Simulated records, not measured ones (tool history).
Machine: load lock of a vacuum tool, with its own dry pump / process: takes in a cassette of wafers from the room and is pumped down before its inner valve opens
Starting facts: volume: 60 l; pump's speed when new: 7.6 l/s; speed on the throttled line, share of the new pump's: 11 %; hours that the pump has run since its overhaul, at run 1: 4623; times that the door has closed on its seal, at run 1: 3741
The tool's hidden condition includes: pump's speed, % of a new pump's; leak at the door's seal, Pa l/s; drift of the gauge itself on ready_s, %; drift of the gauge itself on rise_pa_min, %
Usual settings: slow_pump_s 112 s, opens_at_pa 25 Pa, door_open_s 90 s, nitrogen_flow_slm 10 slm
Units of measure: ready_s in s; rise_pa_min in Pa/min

run,hour,slow_pump_s,opens_at_pa,door_open_s,nitrogen_flow_slm,hours that the pump has run since its overhaul,times that the door has closed on its seal,"incoming humidity of the room's air, %",ready_s,rise_pa_min
1,0.0,112,25,90,10,4623,3741,44.7,170.5,0.048
2,95.9,112,25,90,10,4719,4147,40.6,171.3,0.052
3,229.7,112,25,90,10,4853,4713,45.4,168.6,0.055
4,353.0,116,25,90,10,4976,5235,43.8,174.4,0.058
5,477.7,116,25,90,10,5101,5763,44.9,171.1,0.054
6,612.6,116,25,99,10,5236,6334,45.1,175.0,0.066
7,782.3,116,25,99,10,5405,7052,42.4,174.7,0.067
8,893.3,116,25,99,10,5516,7522,42.5,172.7,0.074
9,1078.0,66,25,99,10,5701,8304,45.5,130.6,0.074
10,1189.6,66,25,99,10,5813,8777,45.4,131.4,0.084
11,1300.1,112,25,83,10,5923,9245,45.9,170.0,0.085
12,1420.4,112,25,83,10,6043,9754,46.4,171.0,0.088
13,1539.1,69,25,35,45,6162,10256,45.5,135.1,0.069
14,1704.1,69,25,35,45,6327,10955,47.0,134.5,0.080
15,1880.6,69,25,35,45,6504,11702,44.1,134.8,0.082
16,2065.0,112,25,90,8,6688,12483,42.7,172.1,0.110
17,2235.6,91,36,177,42,6859,13205,43.4,149.7,0.102
18,2422.4,112,36,61,10,7045,13996,44.5,168.9,0.122
19,2526.4,112,27,60,12,7149,14436,44.2,171.6,0.122
20,2635.2,72,25,28,10,7258,14897,43.4,136.9,0.127

5 ways to go on from here, each from the tool as it stands after run 20. What would each give?
A,2748.0,112,19,90,5,7371,15374,46.5,?,?
B,2748.0,112,25,164,10,7371,15374,48.1,?,?
C,2748.0,122,23,28,26,7371,15374,42.6,?,?
D,2748.0,168,25,28,24,7371,15374,43.9,?,?
E,2748.0,199,25,58,6,7371,15374,42.7,?,?

run,ready_s,rise_pa_min
A,176.2,0.147
B,171.6,0.147
C,183.7,0.123
D,222.6,0.121
E,250.4,0.137
With the hidden condition removed and each run's random variation left untouched, the same runs would have given:
run,ready_s,rise_pa_min
A,168.9,0.041
B,164.6,0.042
C,176.7,0.018
D,216.4,0.016
E,244.6,0.030
